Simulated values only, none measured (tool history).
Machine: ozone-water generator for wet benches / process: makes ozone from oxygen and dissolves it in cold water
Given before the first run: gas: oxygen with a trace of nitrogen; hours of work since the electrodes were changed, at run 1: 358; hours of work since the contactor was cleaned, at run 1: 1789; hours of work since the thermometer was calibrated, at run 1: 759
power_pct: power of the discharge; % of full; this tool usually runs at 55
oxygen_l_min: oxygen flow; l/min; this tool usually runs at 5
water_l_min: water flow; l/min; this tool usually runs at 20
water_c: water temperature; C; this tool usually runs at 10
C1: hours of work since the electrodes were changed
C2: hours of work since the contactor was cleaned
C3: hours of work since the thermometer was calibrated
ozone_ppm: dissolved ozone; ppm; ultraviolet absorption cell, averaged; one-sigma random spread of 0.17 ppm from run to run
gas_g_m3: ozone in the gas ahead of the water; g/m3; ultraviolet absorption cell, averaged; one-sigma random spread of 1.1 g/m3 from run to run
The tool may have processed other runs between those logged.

Run 1, hour 0: usual settings; C1 358; C2 1789; C3 759. Result: ozone_ppm 22.4 ppm, gas_g_m3 183.7 g/m3.
Run 2, hour 34.5: usual settings; C1 381; C2 1812; C3 782. Result: ozone_ppm 22.3 ppm, gas_g_m3 183.2 g/m3.
Run 3, hour 57.9: usual settings but power_pct 69 % of full; C1 396; C2 1827; C3 797. Result: ozone_ppm 26.6 ppm, gas_g_m3 215.9 g/m3.
Run 4, hour 97.2: usual settings but power_pct 62 % of full; C1 423; C2 1854; C3 823. Result: ozone_ppm 24.6 ppm, gas_g_m3 198.1 g/m3.
Run 5, hour 127.1: usual settings but power_pct 62 % of full; C1 443; C2 1874; C3 844. Result: ozone_ppm 24.6 ppm, gas_g_m3 196.8 g/m3.
Run 6, hour 166: usual settings but power_pct 62 % of full, oxygen_l_min 3.21 l/min; C1 469; C2 1900; C3 870. Result: ozone_ppm 21.6 ppm, gas_g_m3 238.1 g/m3.
Run 7, hour 195.5: usual settings but power_pct 62 % of full, oxygen_l_min 3.21 l/min; C1 488; C2 1919; C3 889. Result: ozone_ppm 21.9 ppm, gas_g_m3 238.2 g/m3.
Run 8, hour 234.5: usual settings but power_pct 62 % of full, oxygen_l_min 3.21 l/min, water_c 12 C; C1 514; C2 1945; C3 915. Result: ozone_ppm 21.6 ppm, gas_g_m3 237.8 g/m3.
At hour 259.5: contactor cleaned.
Run 9, hour 267.8: usual settings but oxygen_l_min 4.74 l/min; C1 534; C2 6; C3 935. Result: ozone_ppm 22.6 ppm, gas_g_m3 183.1 g/m3.
Run 10, hour 285.2: usual settings but oxygen_l_min 4.74 l/min; C1 546; C2 17; C3 947. Result: ozone_ppm 23.3 ppm, gas_g_m3 181.4 g/m3.
Run 11, hour 316: usual settings but power_pct 60 % of full, oxygen_l_min 4.74 l/min, water_l_min 27 l/min; C1 566; C2 38; C3 967. Result: ozone_ppm 18.8 ppm, gas_g_m3 195.4 g/m3.
Run 12, hour 348.8: usual settings but power_pct 93 % of full, oxygen_l_min 2.78 l/min, water_l_min 27 l/min, water_c 13 C; C1 588; C2 60; C3 989. Result: ozone_ppm 21.2 ppm, gas_g_m3 334.5 g/m3.
Run 13, hour 370.6: usual settings but power_pct 93 % of full, oxygen_l_min 2.78 l/min, water_l_min 27 l/min, water_c 13 C; C1 603; C2 74; C3 1004. Result: ozone_ppm 21.3 ppm, gas_g_m3 338.7 g/m3.
Run 14, hour 388: usual settings but power_pct 60 % of full, water_l_min 18 l/min, water_c 9 C; C1 614; C2 86; C3 1015. Result: ozone_ppm 27.3 ppm, gas_g_m3 190.4 g/m3.
Run 15, hour 427.8: usual settings but power_pct 89 % of full, water_l_min 23 l/min, water_c 9 C; C1 641; C2 113; C3 1042. Result: ozone_ppm 29.8 ppm, gas_g_m3 255.7 g/m3.
Run 16, hour 454.5: usual settings but power_pct 94 % of full, oxygen_l_min 3.1 l/min, water_l_min 19 l/min, water_c 14 C; C1 659; C2 130; C3 1060. Result: ozone_ppm 30.4 ppm, gas_g_m3 321.9 g/m3.
Run 17, hour 490.7: usual settings but power_pct 94 % of full, oxygen_l_min 3.1 l/min, water_l_min 19 l/min, water_c 14 C; C1 683; C2 155; C3 1084. Result: ozone_ppm 30.3 ppm, gas_g_m3 324.6 g/m3.
Run 18, hour 507.9: usual settings but oxygen_l_min 6.35 l/min; C1 695; C2 166; C3 1096. Result: ozone_ppm 23.7 ppm, gas_g_m3 161.4 g/m3.

What if the next run were any one of these 3? Each begins from the tool's condition after run 18:
Run A, hour 527.6: usual settings but power_pct 48 % of full, oxygen_l_min 6.35 l/min, water_l_min 24 l/min; C1 708; C2 179; C3 1109. Result: ozone_ppm ?, gas_g_m3 ?.
Run B, hour 527.6: usual settings but power_pct 45 % of full, oxygen_l_min 6.71 l/min, water_l_min 30 l/min; C1 708; C2 179; C3 1109. Result: ozone_ppm ?, gas_g_m3 ?.
Run C, hour 527.6: usual settings but power_pct 65 % of full, oxygen_l_min 4.84 l/min; C1 708; C2 179; C3 1109. Result: ozone_ppm ?, gas_g_m3 ?.

run  ozone_ppm  gas_g_m3
  A       18.5     146.2
  B       14.6     135.9
  C       25.6     203.6
With the hidden condition removed and each run's random variation left untouched, the same runs would have given:
run  ozone_ppm  gas_g_m3
  A       19.3     151.2
  B       15.2     140.2
  C       26.9     212.7

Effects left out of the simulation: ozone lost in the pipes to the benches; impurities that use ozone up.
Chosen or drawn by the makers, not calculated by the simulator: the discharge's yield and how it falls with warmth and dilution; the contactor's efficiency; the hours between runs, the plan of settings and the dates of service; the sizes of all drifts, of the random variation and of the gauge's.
